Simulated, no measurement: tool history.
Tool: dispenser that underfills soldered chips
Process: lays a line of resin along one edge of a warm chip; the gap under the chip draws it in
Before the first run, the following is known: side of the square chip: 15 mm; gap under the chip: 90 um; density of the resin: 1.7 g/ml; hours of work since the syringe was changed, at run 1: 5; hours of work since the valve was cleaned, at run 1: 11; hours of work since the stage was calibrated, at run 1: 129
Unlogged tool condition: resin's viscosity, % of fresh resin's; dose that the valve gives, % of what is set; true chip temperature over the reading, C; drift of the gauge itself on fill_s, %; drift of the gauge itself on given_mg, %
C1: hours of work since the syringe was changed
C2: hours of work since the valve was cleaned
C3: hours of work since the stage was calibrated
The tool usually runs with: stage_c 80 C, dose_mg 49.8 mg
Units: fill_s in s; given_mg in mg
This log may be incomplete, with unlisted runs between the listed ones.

run 1 hour=0 | stage_c=80 dose_mg=49.8 | C1=5 C2=11 C3=129 | fill_s=60.6 given_mg=49.35
-- hour=4.4 new syringe of resin
run 2 hour=7.6 | stage_c=80 dose_mg=49.8 | C1=2 C2=17 C3=134 | fill_s=49 given_mg=49.05
-- hour=14.1 new syringe of resin
run 3 hour=21.3 | stage_c=80 dose_mg=49.8 | C1=5 C2=26 C3=144 | fill_s=61.7 given_mg=48.65
-- hour=24.3 new syringe of resin
run 4 hour=31.9 | stage_c=80 dose_mg=62.4 | C1=6 C2=34 C3=151 | fill_s=60.5 given_mg=60.41
-- hour=34.6 new syringe of resin
-- hour=44.7 new syringe of resin
run 5 hour=48.9 | stage_c=84 dose_mg=49.8 | C1=3 C2=46 C3=163 | fill_s=47.3 given_mg=48.04
-- hour=54.3 new syringe of resin
-- hour=56.4 dispensing valve cleaned and set on the balance
run 6 hour=62.2 | stage_c=89 dose_mg=49.8 | C1=5 C2=4 C3=172 | fill_s=46.5 given_mg=49.55
-- hour=66.3 new syringe of resin
-- hour=76.8 new syringe of resin
run 7 hour=80.1 | stage_c=80 dose_mg=49.8 | C1=2 C2=17 C3=185 | fill_s=46.7 given_mg=49.19
-- hour=86.6 new syringe of resin
run 8 hour=95.1 | stage_c=80 dose_mg=49.8 | C1=6 C2=28 C3=195 | fill_s=64.3 given_mg=48.15
-- hour=96.2 new syringe of resin
-- hour=106.7 new syringe of resin
run 9 hour=113.1 | stage_c=80 dose_mg=49.8 | C1=5 C2=40 C3=208 | fill_s=57.6 given_mg=47.85
-- hour=116.9 new syringe of resin
-- hour=127.6 new syringe of resin
-- hour=128.6 dispensing valve cleaned and set on the balance
run 10 hour=130.1 | stage_c=80 dose_mg=49.8 | C1=1 C2=1 C3=219 | fill_s=43.4 given_mg=49.69
run 11 hour=137.3 | stage_c=80 dose_mg=48.2 | C1=6 C2=6 C3=224 | fill_s=67 given_mg=47.75
-- hour=138.8 new syringe of resin
-- hour=148.8 new syringe of resin
run 12 hour=153.8 | stage_c=80 dose_mg=49.8 | C1=4 C2=18 C3=236 | fill_s=52.5 given_mg=49.19
-- hour=158.8 new syringe of resin
run 13 hour=167.6 | stage_c=80 dose_mg=49.8 | C1=6 C2=28 C3=246 | fill_s=67.4 given_mg=48.65
-- hour=169.1 new syringe of resin
-- hour=179.3 new syringe of resin
run 14 hour=183.9 | stage_c=73 dose_mg=58.7 | C1=3 C2=39 C3=257 | fill_s=63.1 given_mg=56.79
-- hour=190 new syringe of resin
-- hour=199.7 new syringe of resin
-- hour=200.7 dispensing valve cleaned and set on the balance
run 15 hour=200.8 | stage_c=82 dose_mg=51.8 | C1=0 C2=0 C3=268 | fill_s=36.9 given_mg=51.87
-- hour=210.2 new syringe of resin
run 16 hour=212.5 | stage_c=82 dose_mg=46.7 | C1=2 C2=8 C3=277 | fill_s=42.5 given_mg=46.43
-- hour=220 new syringe of resin
run 17 hour=227.2 | stage_c=77 dose_mg=59.2 | C1=5 C2=19 C3=287 | fill_s=64 given_mg=58.24
-- hour=229.8 new syringe of resin
-- hour=239.7 new syringe of resin
run 18 hour=241.3 | stage_c=77 dose_mg=58.3 | C1=1 C2=29 C3=297 | fill_s=45.1 given_mg=56.66
-- hour=249.8 new syringe of resin
run 19 hour=257.9 | stage_c=77 dose_mg=58.3 | C1=6 C2=41 C3=309 | fill_s=69.8 given_mg=56.11
-- hour=259.7 new syringe of resin
-- hour=270.4 new syringe of resin
run 20 hour=270.9 | stage_c=77 dose_mg=58.3 | C1=0 C2=50 C3=318 | fill_s=41.7 given_mg=55.58
-- hour=273 dispensing valve cleaned and set on the balance
-- hour=281.2 new syringe of resin
run 21 hour=281.6 | stage_c=67 dose_mg=49.4 | C1=0 C2=6 C3=325 | fill_s=59 given_mg=49.24
-- hour=290.7 new syringe of resin
run 22 hour=297.6 | stage_c=82 dose_mg=63.7 | C1=5 C2=17 C3=336 | fill_s=52.8 given_mg=62.83
-- hour=300.4 new syringe of resin
run 23 hour=305.3 | stage_c=75 dose_mg=49.4 | C1=4 C2=23 C3=341 | fill_s=61.5 given_mg=48.46
-- hour=310.3 new syringe of resin
run 24 hour=315.5 | stage_c=75 dose_mg=49.4 | C1=4 C2=30 C3=349 | fill_s=63.2 given_mg=48.23
-- hour=320.9 new syringe of resin
run 25 hour=329.7 | stage_c=87 dose_mg=49.8 | C1=6 C2=40 C3=359 | fill_s=53 given_mg=48.18

Branching from run 25: 3 alternative next runs. What would each branch give?
-- hour=331.2 new syringe of resin
-- hour=341.2 new syringe of resin
-- hour=345 dispensing valve cleaned and set on the balance
run A hour=345 | stage_c=87 dose_mg=46.6 | C1=2 C2=0 C3=369 | fill_s=? given_mg=?
-- hour=331.2 new syringe of resin
-- hour=341.2 new syringe of resin
-- hour=345 dispensing valve cleaned and set on the balance
run B hour=345 | stage_c=66 dose_mg=61.3 | C1=2 C2=0 C3=369 | fill_s=? given_mg=?
-- hour=331.2 new syringe of resin
-- hour=341.2 new syringe of resin
-- hour=345 dispensing valve cleaned and set on the balance
run C hour=345 | stage_c=76 dose_mg=48.6 | C1=2 C2=0 C3=369 | fill_s=? given_mg=?

run=A fill_s=36.5 given_mg=46.74
run=B fill_s=68.9 given_mg=61.29
run=C fill_s=51.5 given_mg=48.8
Without the tool's hidden state the same runs would have given:
run=A fill_s=32.6 given_mg=46.65
run=B fill_s=62.1 given_mg=61.18
run=C fill_s=46.2 given_mg=48.71
